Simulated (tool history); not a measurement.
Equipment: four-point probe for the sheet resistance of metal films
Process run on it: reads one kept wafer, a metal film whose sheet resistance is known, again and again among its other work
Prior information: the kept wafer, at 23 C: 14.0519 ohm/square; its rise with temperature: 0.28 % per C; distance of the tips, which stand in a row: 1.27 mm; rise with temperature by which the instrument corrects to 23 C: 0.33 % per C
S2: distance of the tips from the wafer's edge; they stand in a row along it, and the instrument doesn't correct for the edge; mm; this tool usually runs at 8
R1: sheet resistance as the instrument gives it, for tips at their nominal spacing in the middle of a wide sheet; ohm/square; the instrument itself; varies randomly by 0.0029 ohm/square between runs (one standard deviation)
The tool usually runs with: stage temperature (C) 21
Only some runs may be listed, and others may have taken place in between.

run 1 hour=0 | stage_temperature_(C)=21 S2=8 | R1=14.280784
run 2 hour=84.1 | stage_temperature_(C)=21 S2=8 | R1=14.281071
run 3 hour=213.9 | stage_temperature_(C)=27 S2=8 | R1=14.241669
run 4 hour=275.6 | stage_temperature_(C)=27 S2=8 | R1=14.244901
run 5 hour=353 | stage_temperature_(C)=27 S2=8 | R1=14.240579
run 6 hour=410 | stage_temperature_(C)=20 S2=8 | R1=14.296375
run 7 hour=527.9 | stage_temperature_(C)=20 S2=8 | R1=14.300405
run 8 hour=646.8 | stage_temperature_(C)=30 S2=8 | R1=14.229466
run 9 hour=735.8 | stage_temperature_(C)=30 S2=8 | R1=14.232194
run 10 hour=843 | stage_temperature_(C)=21 S2=31 | R1=14.120377
run 11 hour=938.8 | stage_temperature_(C)=21 S2=31 | R1=14.122443
run 12 hour=1030 | stage_temperature_(C)=21 S2=31 | R1=14.125484
run 13 hour=1099 | stage_temperature_(C)=21 S2=19 | R1=14.147394
run 14 hour=1180.3 | stage_temperature_(C)=27 S2=22 | R1=14.096116
run 15 hour=1250.5 | stage_temperature_(C)=26 S2=7 | R1=14.328452
run 16 hour=1345.5 | stage_temperature_(C)=19 S2=7 | R1=14.383271
run 17 hour=1443.4 | stage_temperature_(C)=24 S2=62 | R1=14.098203
run 18 hour=1543 | stage_temperature_(C)=25 S2=16 | R1=14.136016
run 19 hour=1610.8 | stage_temperature_(C)=25 S2=16 | R1=14.141015
run 20 hour=1732.9 | stage_temperature_(C)=31 S2=55 | R1=14.059141
run 21 hour=1833.4 | stage_temperature_(C)=19 S2=38 | R1=14.149264
run 22 hour=1911.7 | stage_temperature_(C)=20 S2=7 | R1=14.382858
run 23 hour=1969.1 | stage_temperature_(C)=22 S2=36 | R1=14.135561
-- hour=2107.7 stage's thermometer calibrated
run 24 hour=2107.7 | stage_temperature_(C)=22 S2=36 | R1=14.113954

3 options for the next run, each taken on its own from the tool as it stands now. Forecast them:
run A hour=2175.7 | stage_temperature_(C)=21 S2=7 | R1=?
run B hour=2175.7 | stage_temperature_(C)=34 S2=10 | R1=?
run C hour=2175.7 | stage_temperature_(C)=18 S2=12 | R1=?

run=A R1=14.351928
run=B R1=14.135137
run=C R1=14.21358
What these runs would have given with no unlogged condition in the tool:
run=A R1=14.310331
run=B R1=14.094
run=C R1=14.172376
